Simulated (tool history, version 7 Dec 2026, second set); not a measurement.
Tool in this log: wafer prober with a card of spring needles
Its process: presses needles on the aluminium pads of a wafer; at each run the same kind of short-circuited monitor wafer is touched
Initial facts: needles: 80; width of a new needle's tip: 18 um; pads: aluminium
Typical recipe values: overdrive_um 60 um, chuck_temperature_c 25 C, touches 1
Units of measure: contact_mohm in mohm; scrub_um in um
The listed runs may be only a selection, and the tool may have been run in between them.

| run | hour | overdrive_um | chuck_temperature_c | touches | contact_mohm | scrub_um |
|---|---|---|---|---|---|---|
| 1 | 0 | 60 | 25 | 1 | 449 | 11.48 |
|  | 2.4 | tips cleaned on abrasive film |
| 2 | 8.5 | 60 | 41 | 1 | 360 | 11.47 |
| 3 | 14.7 | 60 | 41 | 1 | 429 | 11.45 |
|  | 21.1 | tips cleaned on abrasive film |
| 4 | 28.8 | 60 | 41 | 1 | 388 | 11.46 |
|  | 39.2 | tips cleaned on abrasive film |
| 5 | 39.8 | 60 | 41 | 1 | 185 | 11.45 |
| 6 | 49.8 | 60 | 41 | 1 | 415 | 11.41 |
|  | 57.1 | tips cleaned on abrasive film |
| 7 | 62.6 | 60 | 41 | 1 | 347 | 11.41 |
| 8 | 70.2 | 60 | 41 | 1 | 446 | 11.39 |
|  | 74.9 | tips cleaned on abrasive film |
| 9 | 78.1 | 60 | 41 | 1 | 278 | 11.4 |
| 10 | 84.3 | 60 | 25 | 1 | 410 | 11.36 |
|  | 92.9 | tips cleaned on abrasive film |
| 11 | 93.1 | 60 | 25 | 1 | 170 | 11.4 |
| 12 | 103.8 | 60 | 25 | 1 | 415 | 11.33 |
| 13 | 110.3 | 60 | 25 | 1 | 468 | 11.42 |
|  | 111.3 | tips cleaned on abrasive film |
| 14 | 119.6 | 60 | 25 | 3 | 228 | 11.36 |
|  | 130 | tips cleaned on abrasive film |
| 15 | 130.6 | 60 | 25 | 1 | 192 | 11.33 |
| 16 | 136.9 | 60 | 29 | 1 | 370 | 11.33 |
| 17 | 144.7 | 60 | 29 | 1 | 467 | 11.38 |
|  | 148.1 | tips cleaned on abrasive film |
| 18 | 157.7 | 73 | 45 | 1 | 313 | 13.86 |

Forecast run 19:
|  | 166.6 | tips cleaned on abrasive film |
| 19 | 171 | 68 | 58 | 2 | ? | ? |

Run 19 produced contact_mohm 223 mohm, scrub_um 12.9 um.
Had the tool carried no hidden state, the very same run would have given contact_mohm 133 mohm, scrub_um 13.04 um.
